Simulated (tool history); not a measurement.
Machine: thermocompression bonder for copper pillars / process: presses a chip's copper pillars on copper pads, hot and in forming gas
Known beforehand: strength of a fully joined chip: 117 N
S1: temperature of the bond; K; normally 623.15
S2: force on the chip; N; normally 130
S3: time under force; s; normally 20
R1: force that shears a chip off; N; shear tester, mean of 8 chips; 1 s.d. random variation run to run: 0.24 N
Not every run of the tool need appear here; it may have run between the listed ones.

run	hour	S1	S2	S3	R1
1	0	623.15	130	20	60.7
2	16.2	623.15	130	20	61.1
3	28.2	623.15	130	20	61.2
4	37.1	623.15	130	20	61.8
5	46.1	623.15	130	20	61.6
6	57.3	623.15	130	20	61.6
7	73.1	623.15	130	20	61.3
8	85	623.15	130	20	61.7
# hour 91.7: forming gas filter changed
9	94	598.15	130	10	37.1
10	107	614.15	85	20	37.8
11	119	625.15	182	20	81.2
12	134.9	630.15	110	48	76.1
13	142.8	630.15	187	54	103.4

4 options for the next run, each taken on its own from the tool as it stands now. Forecast them:
A	153.4	623.15	166	20	?
B	153.4	623.15	130	45	?
C	153.4	594.15	130	27	?
D	153.4	615.15	130	19	?

run	R1
A	75.1
B	79.5
C	52.3
D	56.8
Stripped of hidden state, with their random variation kept, the same runs would have yielded:
run	R1
A	74.1
B	78.4
C	51.6
D	56
